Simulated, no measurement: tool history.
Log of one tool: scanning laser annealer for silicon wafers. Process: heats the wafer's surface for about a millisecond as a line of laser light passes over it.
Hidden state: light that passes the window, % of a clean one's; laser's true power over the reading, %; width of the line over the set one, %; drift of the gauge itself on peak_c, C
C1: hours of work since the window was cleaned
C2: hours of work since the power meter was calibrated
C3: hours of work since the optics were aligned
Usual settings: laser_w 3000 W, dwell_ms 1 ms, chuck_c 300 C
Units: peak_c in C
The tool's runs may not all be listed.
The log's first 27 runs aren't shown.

{"run": 28, "hour": 226.5, "laser_w": 3000, "dwell_ms": 0.93, "chuck_c": 329, "C1": 28, "C2": 485, "C3": 416, "peak_c": 1064}
{"run": 29, "hour": 236.1, "laser_w": 3000, "dwell_ms": 0.93, "chuck_c": 329, "C1": 35, "C2": 492, "C3": 423, "peak_c": 1061}
{"run": 30, "hour": 241.8, "laser_w": 2609, "dwell_ms": 0.71, "chuck_c": 261, "C1": 40, "C2": 496, "C3": 428, "peak_c": 788}
{"run": 31, "hour": 249.9, "laser_w": 2609, "dwell_ms": 0.71, "chuck_c": 261, "C1": 46, "C2": 502, "C3": 433, "peak_c": 790}
{"run": 32, "hour": 255.7, "laser_w": 3126, "dwell_ms": 0.91, "chuck_c": 261, "C1": 50, "C2": 506, "C3": 438, "peak_c": 1023}
{"run": 33, "hour": 267.0, "laser_w": 3197, "dwell_ms": 0.76, "chuck_c": 300, "C1": 58, "C2": 515, "C3": 446, "peak_c": 1010}
{"run": 34, "hour": 272.1, "laser_w": 3197, "dwell_ms": 0.76, "chuck_c": 300, "C1": 62, "C2": 518, "C3": 450, "peak_c": 1009}
{"run": 35, "hour": 277.2, "laser_w": 3000, "dwell_ms": 1.04, "chuck_c": 268, "C1": 66, "C2": 522, "C3": 453, "peak_c": 1049}
{"run": 36, "hour": 288.3, "laser_w": 2976, "dwell_ms": 1.04, "chuck_c": 282, "C1": 74, "C2": 530, "C3": 462, "peak_c": 1051}
{"run": 37, "hour": 296.1, "laser_w": 2976, "dwell_ms": 1.04, "chuck_c": 282, "C1": 80, "C2": 536, "C3": 467, "peak_c": 1050}
{"run": 38, "hour": 307.0, "laser_w": 2976, "dwell_ms": 1.04, "chuck_c": 282, "C1": 88, "C2": 544, "C3": 475, "peak_c": 1052}
{"run": 39, "hour": 314.5, "laser_w": 3000, "dwell_ms": 1.16, "chuck_c": 336, "C1": 93, "C2": 550, "C3": 481, "peak_c": 1159}
{"run": 40, "hour": 322.7, "laser_w": 3000, "dwell_ms": 1.16, "chuck_c": 336, "C1": 99, "C2": 556, "C3": 487, "peak_c": 1162}

4 ways to go on from here, each from the tool as it stands after run 40. What would each give?
{"run": "A", "hour": 331.5, "laser_w": 3000, "dwell_ms": 0.91, "chuck_c": 288, "C1": 106, "C2": 562, "C3": 493, "peak_c": "?"}
{"run": "B", "hour": 331.5, "laser_w": 2763, "dwell_ms": 0.85, "chuck_c": 287, "C1": 106, "C2": 562, "C3": 493, "peak_c": "?"}
{"run": "C", "hour": 331.5, "laser_w": 2678, "dwell_ms": 1.16, "chuck_c": 336, "C1": 106, "C2": 562, "C3": 493, "peak_c": "?"}
{"run": "D", "hour": 331.5, "laser_w": 2841, "dwell_ms": 1.16, "chuck_c": 305, "C1": 106, "C2": 562, "C3": 493, "peak_c": "?"}

run=A peak_c=1005
run=B peak_c=908
run=C peak_c=1045
run=D peak_c=1072
Without the tool's hidden state the same runs would have given:
run=A peak_c=1020
run=B peak_c=920
run=C peak_c=1059
run=D peak_c=1087
